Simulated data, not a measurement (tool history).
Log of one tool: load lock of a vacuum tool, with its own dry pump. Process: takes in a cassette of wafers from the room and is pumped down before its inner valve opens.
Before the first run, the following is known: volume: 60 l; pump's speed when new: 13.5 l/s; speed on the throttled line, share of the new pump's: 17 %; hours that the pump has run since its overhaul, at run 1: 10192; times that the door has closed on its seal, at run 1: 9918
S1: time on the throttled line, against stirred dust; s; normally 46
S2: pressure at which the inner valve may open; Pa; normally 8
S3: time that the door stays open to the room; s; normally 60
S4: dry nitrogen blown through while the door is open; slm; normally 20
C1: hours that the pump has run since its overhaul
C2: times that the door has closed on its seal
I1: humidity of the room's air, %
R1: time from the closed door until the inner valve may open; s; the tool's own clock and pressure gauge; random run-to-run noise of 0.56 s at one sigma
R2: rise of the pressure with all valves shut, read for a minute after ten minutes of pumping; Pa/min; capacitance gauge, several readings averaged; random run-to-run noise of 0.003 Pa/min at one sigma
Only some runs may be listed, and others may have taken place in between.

run 1 day=0 | S1=46 S2=8 S3=60 S4=20 | C1=10192 C2=9918 | I1=43 | R1=89.9 R2=0.046
run 2 day=5.871 | S1=46 S2=8 S3=60 S4=20 | C1=10333 C2=10126 | I1=42.2 | R1=89.6 R2=0.043
run 3 day=12.754 | S1=46 S2=8 S3=60 S4=20 | C1=10498 C2=10369 | I1=44.5 | R1=90 R2=0.047
run 4 day=17.525 | S1=46 S2=8 S3=60 S4=20 | C1=10612 C2=10538 | I1=43.9 | R1=88.9 R2=0.049
run 5 day=22.15 | S1=46 S2=8 S3=60 S4=20 | C1=10723 C2=10702 | I1=42.9 | R1=90.8 R2=0.047
run 6 day=25.817 | S1=46 S2=8 S3=60 S4=10 | C1=10811 C2=10832 | I1=45 | R1=89.6 R2=0.058
run 7 day=33 | S1=46 S2=8 S3=60 S4=10 | C1=10984 C2=11086 | I1=44.8 | R1=90.2 R2=0.065
run 8 day=38.225 | S1=46 S2=8 S3=60 S4=10 | C1=11109 C2=11271 | I1=47.1 | R1=91.4 R2=0.062
run 9 day=41.533 | S1=46 S2=8 S3=63 S4=20 | C1=11189 C2=11388 | I1=49.1 | R1=90 R2=0.047
run 10 day=47.508 | S1=46 S2=6 S3=63 S4=35 | C1=11332 C2=11599 | I1=45.5 | R1=91.7 R2=0.048
run 11 day=54.221 | S1=46 S2=6 S3=63 S4=35 | C1=11493 C2=11837 | I1=42.9 | R1=92.1 R2=0.047
run 12 day=58.942 | S1=46 S2=6 S3=63 S4=35 | C1=11606 C2=12004 | I1=44.1 | R1=92.4 R2=0.043
run 13 day=64.392 | S1=46 S2=9 S3=63 S4=37 | C1=11737 C2=12197 | I1=41 | R1=90.6 R2=0.045
run 14 day=68.817 | S1=43 S2=8 S3=74 S4=20 | C1=11843 C2=12353 | I1=45.4 | R1=88.7 R2=0.056
run 15 day=74.112 | S1=55 S2=8 S3=74 S4=20 | C1=11971 C2=12541 | I1=42.6 | R1=97.8 R2=0.062
-- day=79.983 dry pump taken out, an overhauled one fitted
run 16 day=82.071 | S1=55 S2=8 S3=74 S4=20 | C1=50 C2=12813 | I1=42.3 | R1=89.6 R2=0.052
run 17 day=85.762 | S1=55 S2=8 S3=74 S4=20 | C1=139 C2=12944 | I1=45.1 | R1=88.7 R2=0.057

Branching from run 17: 5 alternative next runs. What would each branch give?
run A day=93.417 | S1=57 S2=7 S3=60 S4=12 | C1=322 C2=13215 | I1=47 | R1=? R2=?
run B day=93.417 | S1=24 S2=8 S3=60 S4=20 | C1=322 C2=13215 | I1=44.1 | R1=? R2=?
run C day=93.417 | S1=46 S2=8 S3=45 S4=5 | C1=322 C2=13215 | I1=44.2 | R1=? R2=?
run D day=93.417 | S1=71 S2=8 S3=31 S4=5 | C1=322 C2=13215 | I1=44.8 | R1=? R2=?
run E day=93.417 | S1=55 S2=8 S3=49 S4=20 | C1=322 C2=13215 | I1=44.9 | R1=? R2=?

run=A R1=91.1 R2=0.06
run=B R1=63.3 R2=0.059
run=C R1=81 R2=0.065
run=D R1=101.2 R2=0.059
run=E R1=88.8 R2=0.049
Stripped of hidden state, with their random variation kept, the same runs would have yielded:
run=A R1=90.5 R2=0.026
run=B R1=62.6 R2=0.025
run=C R1=80.4 R2=0.031
run=D R1=100.6 R2=0.025
run=E R1=88.2 R2=0.015
